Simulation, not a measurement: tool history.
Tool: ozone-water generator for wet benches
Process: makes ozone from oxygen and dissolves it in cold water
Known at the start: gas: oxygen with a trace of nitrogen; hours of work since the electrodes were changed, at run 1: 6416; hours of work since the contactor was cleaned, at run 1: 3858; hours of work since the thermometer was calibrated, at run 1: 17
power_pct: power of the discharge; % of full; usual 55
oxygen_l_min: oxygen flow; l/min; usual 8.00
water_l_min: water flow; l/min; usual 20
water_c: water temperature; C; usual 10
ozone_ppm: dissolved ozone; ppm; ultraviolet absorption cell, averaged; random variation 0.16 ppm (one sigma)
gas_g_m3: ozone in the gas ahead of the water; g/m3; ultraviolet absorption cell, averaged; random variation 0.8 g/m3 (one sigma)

run	hour	power_pct	oxygen_l_min	water_l_min	water_c	hours of work since the electrodes were changed	hours of work since the contactor was cleaned	hours of work since the thermometer was calibrated	ozone_ppm	gas_g_m3
1	0.0	55	8.00	20	10	6416	3858	17	17.4	108.8
2	153.6	55	8.00	20	10	6560	4001	161	17.2	108.8
3	346.7	69	8.00	20	10	6740	4182	341	19.7	124.8
4	538.1	69	8.00	20	10	6919	4361	520	19.7	125.4
5	655.9	69	8.00	20	10	7029	4471	630	19.4	125.5
6	752.5	69	8.00	20	15	7119	4561	721	18.1	123.2
7	910.3	69	8.00	20	15	7267	4708	868	17.9	123.2
# hour 920.9: water thermometer calibrated
8	1091.1	55	5.16	20	10	7435	4877	159	16.1	133.3
9	1263.9	53	5.16	20	10	7596	5038	320	15.7	128.3
# hour 1280.5: electrodes of the discharge changed
# hour 1346.3: contactor cleaned
10	1439.3	53	5.16	20	10	145	87	475	20.1	154.0
11	1611.3	54	10.67	20	7	305	248	636	21.6	106.9
# hour 1697.7: water thermometer calibrated, once more
12	1800.0	88	4.15	13	16	481	423	96	37.9	256.6
13	1948.0	82	8.00	30	10	619	562	234	20.7	171.2
14	2132.6	82	8.00	30	10	792	734	406	20.8	170.7
15	2294.4	55	9.33	14	10	943	885	557	25.6	114.3

Hidden state at the last listed run before each entry between runs and at the first one after, where it differs:
Between runs 7 and 8: water thermometer calibrated (hour 920.9)
  yield of the discharge, % of new electrodes': 81.6 -> 81.2; contactor's efficiency, % of a clean one's: 80.8 -> 80.1; true water temperature over the reading, C: 0.18 -> 0.29
  measured less the result without the state, ozone_ppm: -5.9 -> -4.9 ppm; gas_g_m3: -27.4 -> -24.8 g/m3
Between runs 9 and 10: electrodes of the discharge changed (hour 1280.5); contactor cleaned (hour 1346.3)
  yield of the discharge, % of new electrodes': 80.8 -> 99.8; contactor's efficiency, % of a clean one's: 79.5 -> 98.7; true water temperature over the reading, C: 0.31 -> 0.33
  measured less the result without the state, ozone_ppm: -4.8 -> -0.2 ppm; gas_g_m3: -23.8 -> -0.3 g/m3
Between runs 11 and 12: water thermometer calibrated, once more (hour 1697.7)
  yield of the discharge, % of new electrodes': 99.4 -> 98.9; contactor's efficiency, % of a clean one's: 98.1 -> 97.5; true water temperature over the reading, C: 0.35 -> 0.07
  measured less the result without the state, ozone_ppm: -0.4 -> -0.8 ppm; gas_g_m3: -0.5 -> -3.3 g/m3
